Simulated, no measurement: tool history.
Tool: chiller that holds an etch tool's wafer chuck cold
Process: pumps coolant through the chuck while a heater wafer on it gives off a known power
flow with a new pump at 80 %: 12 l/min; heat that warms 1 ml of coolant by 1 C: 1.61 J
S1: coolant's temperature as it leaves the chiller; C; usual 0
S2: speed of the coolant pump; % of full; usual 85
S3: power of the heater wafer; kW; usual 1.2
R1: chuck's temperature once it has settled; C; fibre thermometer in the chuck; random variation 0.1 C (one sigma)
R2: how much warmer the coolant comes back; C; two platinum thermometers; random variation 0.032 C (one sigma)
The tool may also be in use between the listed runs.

run 1 hour=0 | S1=0 S2=85 S3=1.2 | R1=9.2 R2=3.54
run 2 hour=52.7 | S1=0 S2=85 S3=1.2 | R1=9.1 R2=3.65
run 3 hour=101 | S1=0 S2=85 S3=1.2 | R1=9.2 R2=3.6
run 4 hour=144.3 | S1=8 S2=85 S3=1.2 | R1=17.3 R2=3.62
run 5 hour=188.2 | S1=8 S2=85 S3=1.2 | R1=17.1 R2=3.66
run 6 hour=228 | S1=8 S2=85 S3=1.2 | R1=17.3 R2=3.72
run 7 hour=258.5 | S1=-4 S2=85 S3=1.2 | R1=5.4 R2=3.64
run 8 hour=300.4 | S1=-4 S2=85 S3=1.2 | R1=5.5 R2=3.62
run 9 hour=353.8 | S1=-4 S2=71 S3=1.2 | R1=7 R2=4.41
run 10 hour=385.2 | S1=-4 S2=71 S3=1.2 | R1=7.1 R2=4.44
run 11 hour=427.7 | S1=0 S2=85 S3=1.2 | R1=9.4 R2=3.65
run 12 hour=491.1 | S1=0 S2=70 S3=1.2 | R1=11.1 R2=4.44
run 13 hour=528.5 | S1=0 S2=70 S3=0.634 | R1=6.3 R2=2.36
run 14 hour=581.3 | S1=0 S2=70 S3=0.634 | R1=6.1 R2=2.41
run 15 hour=627.4 | S1=0 S2=63 S3=1.2 | R1=12.4 R2=5.02
run 16 hour=687.9 | S1=7 S2=81 S3=0.629 | R1=12.4 R2=2.01
run 17 hour=735.7 | S1=7 S2=81 S3=0.629 | R1=12.5 R2=2.1
run 18 hour=772.2 | S1=0 S2=77 S3=1.764 | R1=15.2 R2=6.02
run 19 hour=816.4 | S1=-2 S2=69 S3=1.101 | R1=8.6 R2=4.19
run 20 hour=860.4 | S1=-2 S2=94 S3=1.694 | R1=10.1 R2=4.7
run 21 hour=888.1 | S1=-2 S2=60 S3=1.694 | R1=16.6 R2=7.58
run 22 hour=936.2 | S1=0 S2=85 S3=0.891 | R1=7.4 R2=2.71
run 23 hour=978.8 | S1=0 S2=86 S3=0.998 | R1=7.9 R2=3.03
run 24 hour=1004.4 | S1=-7 S2=97 S3=1.652 | R1=4.6 R2=4.4
run 25 hour=1059.7 | S1=-7 S2=97 S3=1.652 | R1=4.7 R2=4.45
run 26 hour=1095.4 | S1=-7 S2=97 S3=1.652 | R1=4.6 R2=4.44
run 27 hour=1153.9 | S1=0 S2=66 S3=0.835 | R1=8.8 R2=3.36
run 28 hour=1195.4 | S1=-6 S2=75 S3=0.831 | R1=1.7 R2=2.93
run 29 hour=1221.9 | S1=-6 S2=75 S3=0.831 | R1=1.8 R2=2.97
run 30 hour=1281.3 | S1=-3 S2=62 S3=1.2 | R1=10.1 R2=5.25

5 ways to go on from here, each from the tool as it stands after run 30. What would each give?
run A hour=1337 | S1=0 S2=95 S3=1.264 | R1=? R2=?
run B hour=1337 | S1=8 S2=86 S3=1.667 | R1=? R2=?
run C hour=1337 | S1=5 S2=81 S3=1.341 | R1=? R2=?
run D hour=1337 | S1=-3 S2=63 S3=1.2 | R1=? R2=?
run E hour=1337 | S1=1 S2=62 S3=1.717 | R1=? R2=?

run=A R1=9.3 R2=3.48
run=B R1=21.2 R2=5.14
run=C R1=16.5 R2=4.41
run=D R1=9.7 R2=5.14
run=E R1=19.7 R2=7.44
Without the tool's hidden state the same runs would have given:
run=A R1=7.7 R2=3.25
run=B R1=19.1 R2=4.81
run=C R1=14.6 R2=4.13
run=D R1=7.7 R2=4.8
run=E R1=16.9 R2=6.96
